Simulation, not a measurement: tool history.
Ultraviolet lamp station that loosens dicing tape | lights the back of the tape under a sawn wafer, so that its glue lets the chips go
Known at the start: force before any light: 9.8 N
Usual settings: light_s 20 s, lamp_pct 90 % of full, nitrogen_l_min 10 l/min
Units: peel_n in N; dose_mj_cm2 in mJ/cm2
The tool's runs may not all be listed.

Run 1, hour 0.0: usual settings. Result: peel_n 1.525 N, dose_mj_cm2 465 mJ/cm2.
At hour 6.3: window cleaned of glue's vapour.
Run 2, hour 51.1: usual settings. Result: peel_n 1.266 N, dose_mj_cm2 500 mJ/cm2.
Run 3, hour 98.1: usual settings. Result: peel_n 1.302 N, dose_mj_cm2 499 mJ/cm2.
Run 4, hour 127.5: usual settings. Result: peel_n 1.302 N, dose_mj_cm2 495 mJ/cm2.
Run 5, hour 158.8: usual settings. Result: peel_n 1.355 N, dose_mj_cm2 487 mJ/cm2.
Run 6, hour 221.9: usual settings. Result: peel_n 1.425 N, dose_mj_cm2 475 mJ/cm2.
Run 7, hour 258.3: usual settings. Result: peel_n 1.443 N, dose_mj_cm2 475 mJ/cm2.
Run 8, hour 306.8: usual settings. Result: peel_n 1.463 N, dose_mj_cm2 463 mJ/cm2.
Run 9, hour 370.9: usual settings. Result: peel_n 1.552 N, dose_mj_cm2 450 mJ/cm2.
At hour 391.5: lamp changed.
Run 10, hour 424.6: usual settings. Result: peel_n 0.901 N, dose_mj_cm2 603 mJ/cm2.
Run 11, hour 483.1: usual settings. Result: peel_n 0.905 N, dose_mj_cm2 601 mJ/cm2.
Run 12, hour 532.7: usual settings but nitrogen_l_min 7 l/min. Result: peel_n 1.252 N, dose_mj_cm2 584 mJ/cm2.
Run 13, hour 592.2: usual settings but nitrogen_l_min 7 l/min. Result: peel_n 1.328 N, dose_mj_cm2 579 mJ/cm2.
Run 14, hour 619.2: usual settings but lamp_pct 73 % of full. Result: peel_n 1.503 N, dose_mj_cm2 462 mJ/cm2.
Run 15, hour 668.8: usual settings but lamp_pct 73 % of full. Result: peel_n 1.537 N, dose_mj_cm2 457 mJ/cm2.
Run 16, hour 728.7: usual settings but lamp_pct 73 % of full. Result: peel_n 1.577 N, dose_mj_cm2 450 mJ/cm2.
At hour 763.6: window cleaned of glue's vapour.
Run 17, hour 773.1: usual settings but lamp_pct 73 % of full. Result: peel_n 1.356 N, dose_mj_cm2 487 mJ/cm2.
Run 18, hour 832.2: usual settings but lamp_pct 73 % of full. Result: peel_n 1.448 N, dose_mj_cm2 482 mJ/cm2.
Run 19, hour 897.4: usual settings. Result: peel_n 0.941 N, dose_mj_cm2 577 mJ/cm2.
Run 20, hour 944.6: usual settings. Result: peel_n 0.997 N, dose_mj_cm2 568 mJ/cm2.
Run 21, hour 1005.1: usual settings. Result: peel_n 1.018 N, dose_mj_cm2 568 mJ/cm2.
Run 22, hour 1063.2: usual settings but light_s 11 s. Result: peel_n 2.833 N, dose_mj_cm2 308 mJ/cm2.
Run 23, hour 1102.9: usual settings but light_s 33 s, lamp_pct 79 % of full. Result: peel_n 0.492 N, dose_mj_cm2 802 mJ/cm2.
Run 24, hour 1133.1: usual settings but light_s 33 s, lamp_pct 85 % of full. Result: peel_n 0.446 N, dose_mj_cm2 842 mJ/cm2.
Run 25, hour 1192.4: usual settings but light_s 33 s, lamp_pct 85 % of full. Result: peel_n 0.447 N, dose_mj_cm2 832 mJ/cm2.
Run 26, hour 1235.4: usual settings but light_s 33 s, lamp_pct 85 % of full. Result: peel_n 0.466 N, dose_mj_cm2 828 mJ/cm2.
Run 27, hour 1271.5: usual settings but light_s 33 s, lamp_pct 91 % of full, nitrogen_l_min 6 l/min. Result: peel_n 0.664 N, dose_mj_cm2 872 mJ/cm2.
Run 28, hour 1331.9: usual settings but lamp_pct 96 % of full. Result: peel_n 1.077 N, dose_mj_cm2 544 mJ/cm2.
Run 29, hour 1387.1: usual settings but light_s 12 s, lamp_pct 74 % of full, nitrogen_l_min 8 l/min. Result: peel_n 3.808 N, dose_mj_cm2 250 mJ/cm2.
Run 30, hour 1425.8: usual settings but lamp_pct 97 % of full, nitrogen_l_min 14 l/min. Result: peel_n 0.878 N, dose_mj_cm2 538 mJ/cm2.
Run 31, hour 1464.1: usual settings but lamp_pct 97 % of full, nitrogen_l_min 14 l/min. Result: peel_n 0.897 N, dose_mj_cm2 531 mJ/cm2.
Run 32, hour 1513.3: usual settings but lamp_pct 97 % of full, nitrogen_l_min 14 l/min. Result: peel_n 0.935 N, dose_mj_cm2 525 mJ/cm2.
At hour 1524.4: window cleaned of glue's vapour.
Run 33, hour 1541.2: usual settings but light_s 13 s, lamp_pct 95 % of full, nitrogen_l_min 6 l/min. Result: peel_n 2.945 N, dose_mj_cm2 369 mJ/cm2.
Run 34, hour 1585.6: usual settings but light_s 13 s, lamp_pct 95 % of full, nitrogen_l_min 6 l/min. Result: peel_n 2.912 N, dose_mj_cm2 360 mJ/cm2.
Run 35, hour 1650.8: usual settings but light_s 13 s, lamp_pct 99 % of full, nitrogen_l_min 20 l/min. Result: peel_n 1.421 N, dose_mj_cm2 368 mJ/cm2.
Run 36, hour 1682.9: usual settings but light_s 13 s, lamp_pct 72 % of full, nitrogen_l_min 6 l/min. Result: peel_n 4.138 N, dose_mj_cm2 268 mJ/cm2.
Run 37, hour 1717.9: usual settings but light_s 13 s, lamp_pct 72 % of full, nitrogen_l_min 6 l/min. Result: peel_n 4.145 N, dose_mj_cm2 258 mJ/cm2.
Run 38, hour 1780.6: usual settings but light_s 29 s. Result: peel_n 0.611 N, dose_mj_cm2 714 mJ/cm2.
Run 39, hour 1811.9: usual settings but light_s 29 s. Result: peel_n 0.618 N, dose_mj_cm2 708 mJ/cm2.
Run 40, hour 1876.6: usual settings but light_s 29 s. Result: peel_n 0.669 N, dose_mj_cm2 695 mJ/cm2.
Run 41, hour 1940.8: usual settings but light_s 29 s. Result: peel_n 0.706 N, dose_mj_cm2 685 mJ/cm2.
Run 42, hour 2002.3: usual settings but light_s 14 s, nitrogen_l_min 11 l/min. Result: peel_n 2.416 N, dose_mj_cm2 323 mJ/cm2.
Run 43, hour 2037.9: usual settings but light_s 14 s, lamp_pct 92 % of full, nitrogen_l_min 6 l/min. Result: peel_n 3.118 N, dose_mj_cm2 326 mJ/cm2.
Run 44, hour 2086.5: usual settings but light_s 22 s, lamp_pct 92 % of full, nitrogen_l_min 6 l/min. Result: peel_n 1.827 N, dose_mj_cm2 506 mJ/cm2.

Forecast each of these 3 alternatives for the next run:
Run A, hour 2138.0: usual settings but light_s 24 s, nitrogen_l_min 9 l/min. Result: peel_n ?, dose_mj_cm2 ?.
Run B, hour 2138.0: usual settings but light_s 33 s. Result: peel_n ?, dose_mj_cm2 ?.
Run C, hour 2138.0: usual settings but light_s 26 s, lamp_pct 69 % of full, nitrogen_l_min 4 l/min. Result: peel_n ?, dose_mj_cm2 ?.

run  peel_n  dose_mj_cm2
  A   1.249          530
  B   0.614          727
  C   2.811          436
Without the tool's hidden state the same runs would have given:
run  peel_n  dose_mj_cm2
  A   0.561          782
  B   0.288         1074
  C   1.607          646

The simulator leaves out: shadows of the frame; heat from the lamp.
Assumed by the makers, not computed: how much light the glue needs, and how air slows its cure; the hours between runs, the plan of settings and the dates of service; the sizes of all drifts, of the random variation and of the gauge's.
